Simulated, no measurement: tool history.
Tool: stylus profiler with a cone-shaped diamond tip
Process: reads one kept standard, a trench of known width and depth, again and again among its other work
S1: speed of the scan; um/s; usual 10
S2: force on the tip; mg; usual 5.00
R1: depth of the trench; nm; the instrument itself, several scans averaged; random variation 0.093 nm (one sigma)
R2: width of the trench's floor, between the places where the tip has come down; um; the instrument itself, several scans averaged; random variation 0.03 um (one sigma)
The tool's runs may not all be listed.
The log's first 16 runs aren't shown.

run	hour	S1	S2	R1	R2
17	1398.4	10	7.36	102.41	98.19
18	1459.7	10	7.36	102.37	98.16
19	1527.9	10	7.36	102.47	98.14
# hour 1548.8: height scale calibrated on a step standard
20	1592.0	5	7.36	101.62	98.12
21	1709.4	6	7.54	101.60	98.13
22	1799.4	6	7.54	101.64	98.15
23	1912.1	5	3.67	100.91	98.22
24	2018.3	5	3.67	101.02	98.07
25	2075.0	3	3.67	101.00	98.05
26	2159.5	12	10.54	102.07	98.13
27	2275.2	12	10.54	102.11	98.02
28	2335.5	10	1.96	100.73	97.99
29	2406.8	10	1.96	100.93	98.02
30	2522.8	6	2.15	100.88	98.02
31	2619.5	2	3.38	101.20	98.00
32	2685.7	18	8.83	101.96	97.99
# hour 2694.8: new tip fitted, height scale calibrated
33	2761.1	3	3.36	100.91	98.58
34	2872.9	15	3.01	100.81	98.53
35	3005.3	8	11.76	102.19	98.50
36	3108.2	30	7.62	101.61	98.42
37	3184.9	17	5.62	101.38	98.45

3 ways to go on from here, each from the tool as it stands after run 37. What would each give?
A	3246.9	3	10.91	?	?
B	3246.9	2	5.62	?	?
C	3246.9	10	10.24	?	?

run	R1	R2
A	102.12	98.51
B	101.29	98.41
C	101.90	98.44
Without the tool's hidden state the same runs would have given:
run	R1	R2
A	101.93	98.63
B	101.10	98.53
C	101.71	98.56

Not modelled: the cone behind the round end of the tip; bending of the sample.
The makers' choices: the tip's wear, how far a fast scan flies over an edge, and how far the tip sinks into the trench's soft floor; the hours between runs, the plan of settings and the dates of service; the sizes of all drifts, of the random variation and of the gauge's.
